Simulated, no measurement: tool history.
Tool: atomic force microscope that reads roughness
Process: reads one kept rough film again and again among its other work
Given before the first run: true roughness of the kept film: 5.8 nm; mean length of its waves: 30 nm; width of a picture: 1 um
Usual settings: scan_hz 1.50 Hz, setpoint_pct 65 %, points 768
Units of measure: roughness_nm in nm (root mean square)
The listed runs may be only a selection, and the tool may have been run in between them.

run	hour	scan_hz	setpoint_pct	points	roughness_nm
1	0.0	1.50	65	768	4.278
2	31.6	1.50	65	768	4.255
3	70.3	1.50	77	768	4.414
4	116.2	0.52	77	768	4.722
5	161.8	1.50	65	620	4.536
6	183.4	1.50	65	620	4.476
7	213.3	1.50	65	620	4.363
8	248.3	1.50	65	620	4.309
9	270.0	1.50	77	768	4.001
10	320.0	1.92	77	768	3.784
11	353.0	1.50	65	661	4.691
12	396.6	1.50	90	768	3.895
13	428.3	1.50	90	768	3.832
14	458.0	1.50	90	768	3.804
15	480.7	1.50	65	768	4.402
16	526.2	1.50	65	359	4.303
17	558.9	1.50	65	359	4.249
18	598.2	0.51	65	768	4.412
19	630.7	0.51	86	468	4.748
20	661.6	3.33	82	671	3.557
21	705.1	1.50	65	823	4.626
22	753.0	0.56	82	768	4.509
23	783.1	0.56	66	422	4.592
24	832.4	2.91	65	286	4.025
25	866.3	2.91	65	286	3.963
26	890.4	1.38	89	768	3.677
27	939.0	2.07	89	794	3.717
28	986.3	2.42	65	768	4.368
29	1024.8	2.62	88	542	3.360
30	1072.2	1.09	69	611	4.377
31	1104.5	1.09	69	611	4.331
32	1145.5	0.92	58	701	4.392
33	1170.0	1.13	58	271	4.275

Not shown here: 6 entries made in the log between runs. Locate each between two listed runs and compare the hidden state at the listed run before it with the hidden state at the listed run after it:
After run 2, before run 3: new tip fitted (hour 68.6)
  radius of the tip, nm: 10.7 -> 5.4; height scale over the true one, %: -0.58 -> -0.6
  measured minus no-state result, roughness_nm: -0.572 -> -0.067 nm (root mean square)
After run 10, before run 11: new tip fitted (hour 344.0)
  radius of the tip, nm: 11.1 -> 5.4; height scale over the true one, %: -0.7 -> -0.71
  measured minus no-state result, roughness_nm: -0.550 -> -0.076 nm (root mean square)
After run 14, before run 15: height scale calibrated on a step standard (hour 461.7)
  radius of the tip, nm: 7.9 -> 8.4; height scale over the true one, %: -0.76 -> -0.99
  measured minus no-state result, roughness_nm: -0.277 -> -0.382 nm (root mean square)
After run 17, before run 18: height scale calibrated on a step standard, once more (hour 571.0)
  radius of the tip, nm: 10.1 -> 11; height scale over the true one, %: -1.02 -> 0.2
  measured minus no-state result, roughness_nm: -0.537 -> -0.589 nm (root mean square)
After run 18, before run 19: new tip fitted (hour 622.8)
  radius of the tip, nm: 11 -> 5.2; height scale over the true one, %: 0.2 -> 0.19
  measured minus no-state result, roughness_nm: -0.589 -> -0.016 nm (root mean square)
After run 26, before run 27: new tip fitted (hour 900.8)
  radius of the tip, nm: 10.9 -> 6.1; height scale over the true one, %: 0.08 -> 0.06
  measured minus no-state result, roughness_nm: -0.488 -> -0.090 nm (root mean square)
